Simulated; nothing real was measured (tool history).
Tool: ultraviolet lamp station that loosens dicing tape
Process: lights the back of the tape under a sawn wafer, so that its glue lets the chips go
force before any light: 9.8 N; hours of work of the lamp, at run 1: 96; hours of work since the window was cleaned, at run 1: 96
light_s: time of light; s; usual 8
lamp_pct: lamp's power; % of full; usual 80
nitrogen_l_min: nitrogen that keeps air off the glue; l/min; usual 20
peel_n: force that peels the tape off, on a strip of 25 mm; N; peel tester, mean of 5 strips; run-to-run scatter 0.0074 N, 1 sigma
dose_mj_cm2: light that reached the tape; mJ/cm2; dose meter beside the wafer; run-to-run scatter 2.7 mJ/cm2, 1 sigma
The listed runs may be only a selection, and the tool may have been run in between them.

run,hour,light_s,lamp_pct,nitrogen_l_min,hours of work of the lamp,hours of work since the window was cleaned,peel_n,dose_mj_cm2
1,0,8,80,20,96,96,0.31,353
2,19.1,8,80,20,106,106,0.325,346
3,58.5,8,80,20,125,125,0.335,346
4,86.4,8,80,20,139,139,0.332,348
5,105,8,80,20,149,149,0.325,339
6,135,8,63,20,164,164,0.602,266
7,157.1,8,100,20,175,175,0.225,413
8,177.7,8,80,17,185,185,0.413,338
9,205.7,8,80,17,199,199,0.429,326
10,247.9,8,80,17,221,221,0.43,325
11,271.8,12,97,13,233,233,0.184,599
12,298.6,16,97,22,246,246,0.14,776
13,342.3,16,97,22,268,268,0.148,769

Run 14 comes next. What will it give?
14,382.2,7,77,16,288,288,?,?

peel_n: 0.723 N
dose_mj_cm2: 266 mJ/cm2
On a tool with no hidden condition, and with the same random variation, this run would have come out at peel_n 0.478 N, dose_mj_cm2 318 mJ/cm2.
